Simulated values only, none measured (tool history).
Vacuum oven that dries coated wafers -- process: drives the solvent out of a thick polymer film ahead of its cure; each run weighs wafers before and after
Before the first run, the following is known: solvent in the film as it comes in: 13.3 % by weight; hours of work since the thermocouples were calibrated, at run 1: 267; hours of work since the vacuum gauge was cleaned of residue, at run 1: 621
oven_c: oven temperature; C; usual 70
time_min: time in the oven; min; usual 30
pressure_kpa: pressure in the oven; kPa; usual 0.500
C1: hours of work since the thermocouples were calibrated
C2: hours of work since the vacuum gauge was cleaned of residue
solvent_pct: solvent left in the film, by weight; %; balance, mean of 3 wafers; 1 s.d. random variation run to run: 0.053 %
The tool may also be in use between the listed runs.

{"run": 1, "hour": 0.0, "oven_c": 70, "time_min": 30, "pressure_kpa": 0.5, "C1": 267, "C2": 621, "solvent_pct": 1.99}
{"run": 2, "hour": 17.5, "oven_c": 70, "time_min": 30, "pressure_kpa": 0.5, "C1": 279, "C2": 633, "solvent_pct": 2.09}
{"run": 3, "hour": 31.1, "oven_c": 70, "time_min": 43, "pressure_kpa": 0.5, "C1": 288, "C2": 642, "solvent_pct": 1.16}
{"run": 4, "hour": 51.6, "oven_c": 78, "time_min": 43, "pressure_kpa": 0.5, "C1": 302, "C2": 656, "solvent_pct": 0.43}
{"run": 5, "hour": 77.1, "oven_c": 61, "time_min": 30, "pressure_kpa": 0.5, "C1": 319, "C2": 673, "solvent_pct": 4.55}
{"run": 6, "hour": 90.9, "oven_c": 61, "time_min": 30, "pressure_kpa": 0.5, "C1": 328, "C2": 683, "solvent_pct": 4.65}
{"run": 7, "hour": 107.3, "oven_c": 61, "time_min": 30, "pressure_kpa": 0.5, "C1": 339, "C2": 694, "solvent_pct": 4.53}
{"run": 8, "hour": 127.2, "oven_c": 73, "time_min": 42, "pressure_kpa": 0.482, "C1": 353, "C2": 707, "solvent_pct": 0.79}
{"run": 9, "hour": 141.7, "oven_c": 77, "time_min": 20, "pressure_kpa": 0.5, "C1": 362, "C2": 717, "solvent_pct": 1.64}
{"hour": 146.0, "done": "oven's thermocouples calibrated"}
{"run": 10, "hour": 158.5, "oven_c": 77, "time_min": 20, "pressure_kpa": 0.5, "C1": 8, "C2": 727, "solvent_pct": 1.71}
{"run": 11, "hour": 178.4, "oven_c": 77, "time_min": 31, "pressure_kpa": 0.881, "C1": 22, "C2": 740, "solvent_pct": 1.04}
{"hour": 187.5, "done": "oven's thermocouples calibrated, once more"}
{"run": 12, "hour": 204.9, "oven_c": 77, "time_min": 31, "pressure_kpa": 0.881, "C1": 12, "C2": 757, "solvent_pct": 0.97}
{"run": 13, "hour": 229.1, "oven_c": 65, "time_min": 20, "pressure_kpa": 1.136, "C1": 28, "C2": 773, "solvent_pct": 4.99}
{"run": 14, "hour": 247.9, "oven_c": 65, "time_min": 20, "pressure_kpa": 1.136, "C1": 41, "C2": 786, "solvent_pct": 5.14}

Alternative continuations, all from the tool just after run 14; predict every row:
{"run": "A", "hour": 260.3, "oven_c": 65, "time_min": 19, "pressure_kpa": 0.5, "C1": 49, "C2": 794, "solvent_pct": "?"}
{"run": "B", "hour": 260.3, "oven_c": 85, "time_min": 28, "pressure_kpa": 0.989, "C1": 49, "C2": 794, "solvent_pct": "?"}
{"run": "C", "hour": 260.3, "oven_c": 70, "time_min": 15, "pressure_kpa": 0.51, "C1": 49, "C2": 794, "solvent_pct": "?"}
{"run": "D", "hour": 260.3, "oven_c": 70, "time_min": 30, "pressure_kpa": 1.018, "C1": 49, "C2": 794, "solvent_pct": "?"}

run=A solvent_pct=5.01
run=B solvent_pct=0.51
run=C solvent_pct=4.47
run=D solvent_pct=2.25
Without the tool's unlogged condition, the same runs would have read:
run=A solvent_pct=5.04
run=B solvent_pct=0.49
run=C solvent_pct=4.51
run=D solvent_pct=2.26

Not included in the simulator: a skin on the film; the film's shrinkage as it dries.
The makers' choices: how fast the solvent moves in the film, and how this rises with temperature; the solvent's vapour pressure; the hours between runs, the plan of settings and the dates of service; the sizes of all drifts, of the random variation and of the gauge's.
